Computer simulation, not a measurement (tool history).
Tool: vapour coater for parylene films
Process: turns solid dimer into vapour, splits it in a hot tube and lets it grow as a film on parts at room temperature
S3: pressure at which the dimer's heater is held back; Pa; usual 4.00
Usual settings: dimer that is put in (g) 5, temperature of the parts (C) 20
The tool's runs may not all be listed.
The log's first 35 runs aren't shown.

Run 36, hour 707.3: usual settings but dimer that is put in (g) 2, temperature of the parts (C) 30. Result: thickness of the film (µm) 0.215.
Run 37, hour 728.4: usual settings but dimer that is put in (g) 4, temperature of the parts (C) 22. Result: thickness of the film (µm) 0.561.
Run 38, hour 745.5: usual settings but dimer that is put in (g) 4, temperature of the parts (C) 22. Result: thickness of the film (µm) 0.557.
Run 39, hour 766.8: usual settings but dimer that is put in (g) 4, temperature of the parts (C) 22. Result: thickness of the film (µm) 0.549.
Run 40, hour 779.6: usual settings but dimer that is put in (g) 4, temperature of the parts (C) 22, S3 4.85 Pa. Result: thickness of the film (µm) 0.536.
Run 41, hour 798.2: usual settings but dimer that is put in (g) 4, temperature of the parts (C) 22, S3 4.85 Pa. Result: thickness of the film (µm) 0.528.
Run 42, hour 818.2: usual settings but dimer that is put in (g) 6, S3 2.57 Pa. Result: thickness of the film (µm) 0.998.
Run 43, hour 835.6: usual settings but dimer that is put in (g) 6, S3 2.57 Pa. Result: thickness of the film (µm) 0.976.

3 ways to go on from here, each from the tool as it stands after run 43. What would each give?
Run A, hour 851.2: usual settings but dimer that is put in (g) 6, temperature of the parts (C) 27, S3 2.57 Pa. Result: thickness of the film (µm) ?.
Run B, hour 851.2: usual settings but temperature of the parts (C) 18, S3 2.59 Pa. Result: thickness of the film (µm) ?.
Run C, hour 851.2: usual settings but dimer that is put in (g) 3, temperature of the parts (C) 15. Result: thickness of the film (µm) ?.

run  thickness of the film (µm)
  A                       0.741
  B                       0.899
  C                       0.569
Without the tool's hidden state the same runs would have given:
run  thickness of the film (µm)
  A                       0.803
  B                       0.974
  C                       0.615
